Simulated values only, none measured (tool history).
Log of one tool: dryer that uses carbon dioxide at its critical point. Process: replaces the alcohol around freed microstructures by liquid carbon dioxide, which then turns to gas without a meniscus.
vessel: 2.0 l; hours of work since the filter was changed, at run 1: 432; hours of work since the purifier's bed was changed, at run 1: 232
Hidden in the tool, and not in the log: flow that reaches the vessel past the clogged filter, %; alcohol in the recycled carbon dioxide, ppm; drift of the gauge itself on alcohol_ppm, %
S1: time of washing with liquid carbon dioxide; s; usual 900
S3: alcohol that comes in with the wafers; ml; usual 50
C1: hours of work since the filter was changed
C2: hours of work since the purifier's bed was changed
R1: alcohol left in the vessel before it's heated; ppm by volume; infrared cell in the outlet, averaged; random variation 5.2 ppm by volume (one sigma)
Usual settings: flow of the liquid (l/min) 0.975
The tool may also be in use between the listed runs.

run 1 hour=0 | S1=900 flow_of_the_liquid_(l/min)=0.975 S3=50 | C1=432 C2=232 | R1=175
-- hour=9.8 inlet filter changed
run 2 hour=11 | S1=900 flow_of_the_liquid_(l/min)=0.975 S3=50 | C1=1 C2=239 | R1=132
run 3 hour=18.6 | S1=900 flow_of_the_liquid_(l/min)=1.385 S3=50 | C1=7 C2=245 | R1=53
run 4 hour=28.4 | S1=900 flow_of_the_liquid_(l/min)=0.702 S3=50 | C1=14 C2=252 | R1=478
run 5 hour=39.2 | S1=840 flow_of_the_liquid_(l/min)=0.975 S3=50 | C1=22 C2=260 | R1=172
run 6 hour=45.2 | S1=840 flow_of_the_liquid_(l/min)=0.975 S3=50 | C1=26 C2=265 | R1=180
run 7 hour=50.4 | S1=840 flow_of_the_liquid_(l/min)=0.975 S3=50 | C1=30 C2=268 | R1=173
run 8 hour=56.4 | S1=900 flow_of_the_liquid_(l/min)=0.975 S3=72 | C1=34 C2=273 | R1=190
run 9 hour=62.1 | S1=840 flow_of_the_liquid_(l/min)=0.975 S3=50 | C1=39 C2=277 | R1=180
run 10 hour=72 | S1=840 flow_of_the_liquid_(l/min)=0.975 S3=50 | C1=46 C2=284 | R1=185
run 11 hour=77.3 | S1=840 flow_of_the_liquid_(l/min)=0.975 S3=50 | C1=50 C2=288 | R1=177
run 12 hour=85 | S1=840 flow_of_the_liquid_(l/min)=1.27 S3=50 | C1=56 C2=294 | R1=87
run 13 hour=92.8 | S1=720 flow_of_the_liquid_(l/min)=1.123 S3=50 | C1=61 C2=300 | R1=189
run 14 hour=98.6 | S1=720 flow_of_the_liquid_(l/min)=1.123 S3=50 | C1=66 C2=304 | R1=190
run 15 hour=105.2 | S1=660 flow_of_the_liquid_(l/min)=1.345 S3=49 | C1=70 C2=309 | R1=136
run 16 hour=116.8 | S1=1140 flow_of_the_liquid_(l/min)=1.267 S3=50 | C1=79 C2=317 | R1=75
run 17 hour=122.3 | S1=780 flow_of_the_liquid_(l/min)=1.099 S3=26 | C1=83 C2=322 | R1=124
run 18 hour=133.4 | S1=780 flow_of_the_liquid_(l/min)=1.266 S3=66 | C1=91 C2=330 | R1=126

5 ways to go on from here, each from the tool as it stands after run 18. What would each give?
run A hour=144.7 | S1=1140 flow_of_the_liquid_(l/min)=1.371 S3=96 | C1=100 C2=338 | R1=?
run B hour=144.7 | S1=780 flow_of_the_liquid_(l/min)=0.633 S3=54 | C1=100 C2=338 | R1=?
run C hour=144.7 | S1=900 flow_of_the_liquid_(l/min)=1.266 S3=88 | C1=100 C2=338 | R1=?
run D hour=144.7 | S1=600 flow_of_the_liquid_(l/min)=0.963 S3=79 | C1=100 C2=338 | R1=?
run E hour=144.7 | S1=1080 flow_of_the_liquid_(l/min)=1.528 S3=24 | C1=100 C2=338 | R1=?

run=A R1=66
run=B R1=1202
run=C R1=86
run=D R1=1032
run=E R1=61
Without the tool's hidden state the same runs would have given:
run=A R1=0
run=B R1=1072
run=C R1=20
run=D R1=901
run=E R1=0

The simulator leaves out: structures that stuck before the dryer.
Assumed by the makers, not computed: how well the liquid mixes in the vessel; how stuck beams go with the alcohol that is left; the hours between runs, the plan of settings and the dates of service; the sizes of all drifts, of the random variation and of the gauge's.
